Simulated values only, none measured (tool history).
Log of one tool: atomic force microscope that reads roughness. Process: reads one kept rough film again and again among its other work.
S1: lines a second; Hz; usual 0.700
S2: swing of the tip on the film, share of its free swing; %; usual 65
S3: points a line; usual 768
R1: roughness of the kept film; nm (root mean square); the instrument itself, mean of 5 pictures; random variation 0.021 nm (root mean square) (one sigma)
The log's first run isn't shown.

| run | day | S1 | S2 | S3 | R1 |
|---|---|---|---|---|---|
| 2 | 0.812 | 0.700 | 65 | 768 | 5.203 |
| 3 | 2.054 | 0.700 | 65 | 768 | 5.216 |
|  | 2.288 | new tip fitted |
| 4 | 3.588 | 0.543 | 65 | 768 | 5.230 |
| 5 | 5.021 | 0.700 | 65 | 768 | 5.177 |
| 6 | 6.358 | 0.700 | 65 | 768 | 5.243 |
| 7 | 7.979 | 0.700 | 65 | 768 | 5.221 |
| 8 | 8.738 | 0.700 | 65 | 768 | 5.184 |
| 9 | 10.108 | 0.700 | 65 | 768 | 5.223 |
| 10 | 11.492 | 0.700 | 65 | 768 | 5.171 |
| 11 | 12.367 | 0.700 | 65 | 257 | 5.178 |
| 12 | 13.388 | 0.700 | 63 | 257 | 5.179 |
|  | 14.629 | new tip fitted |
| 13 | 14.696 | 0.700 | 63 | 257 | 5.165 |
| 14 | 15.504 | 0.700 | 71 | 768 | 5.170 |
| 15 | 16.212 | 1.651 | 65 | 768 | 5.059 |
| 16 | 17.658 | 1.651 | 65 | 768 | 4.993 |
| 17 | 18.704 | 1.651 | 65 | 768 | 5.016 |
| 18 | 19.546 | 0.700 | 65 | 768 | 5.192 |
| 19 | 20.350 | 0.700 | 55 | 768 | 5.291 |
| 20 | 21.475 | 0.700 | 55 | 768 | 5.261 |
| 21 | 22.875 | 0.700 | 55 | 768 | 5.225 |
| 22 | 23.771 | 0.895 | 65 | 495 | 5.201 |
| 23 | 24.954 | 0.700 | 80 | 768 | 5.013 |

Run 24 comes next. What will it give?
| 24 | 26.588 | 0.700 | 80 | 768 | ? |

R1: 5.037 nm (root mean square)
Without the tool's hidden state the same run would have given R1 5.056 nm (root mean square).
